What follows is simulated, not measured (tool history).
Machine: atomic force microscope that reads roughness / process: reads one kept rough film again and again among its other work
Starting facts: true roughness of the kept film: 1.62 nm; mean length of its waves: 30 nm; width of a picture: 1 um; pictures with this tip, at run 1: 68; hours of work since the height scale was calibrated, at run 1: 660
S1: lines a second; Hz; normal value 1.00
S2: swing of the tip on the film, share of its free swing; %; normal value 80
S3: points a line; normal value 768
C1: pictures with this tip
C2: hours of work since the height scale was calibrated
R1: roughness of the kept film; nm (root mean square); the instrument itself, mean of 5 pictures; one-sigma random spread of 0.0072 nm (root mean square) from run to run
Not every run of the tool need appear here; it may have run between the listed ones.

Run 1, day 0.000: usual settings; C1 68; C2 660. Result: R1 1.482 nm (root mean square).
Run 2, day 2.033: usual settings; C1 136; C2 680. Result: R1 1.475 nm (root mean square).
At day 4.862: new tip fitted.
Run 3, day 4.958: usual settings; C1 3; C2 709. Result: R1 1.495 nm (root mean square).
Run 4, day 7.092: usual settings but S2 65 %; C1 74; C2 731. Result: R1 1.530 nm (root mean square).
Run 5, day 9.529: usual settings; C1 156; C2 755. Result: R1 1.478 nm (root mean square).
Run 6, day 11.658: usual settings; C1 227; C2 776. Result: R1 1.478 nm (root mean square).
At day 11.829: new tip fitted.
Run 7, day 13.338: usual settings but S1 3.27 Hz, S2 62 %, S3 372; C1 50; C2 793. Result: R1 1.465 nm (root mean square).
Run 8, day 15.975: usual settings but S1 3.27 Hz, S2 62 %, S3 372; C1 138; C2 819. Result: R1 1.464 nm (root mean square).
Run 9, day 18.612: usual settings but S1 3.27 Hz, S2 62 %, S3 372; C1 226; C2 846. Result: R1 1.465 nm (root mean square).
At day 18.867: new tip fitted.
Run 10, day 20.646: usual settings but S1 1.71 Hz, S2 71 %, S3 472; C1 60; C2 866. Result: R1 1.484 nm (root mean square).

What will run 11 give?
Run 11, day 22.067: usual settings but S1 3.19 Hz, S2 56 %, S3 472; C1 107; C2 880. Result: R1 ?.

Run 11 yielded R1 1.490 nm (root mean square).
With no hidden state in the tool, this same run would have given R1 1.493 nm (root mean square).
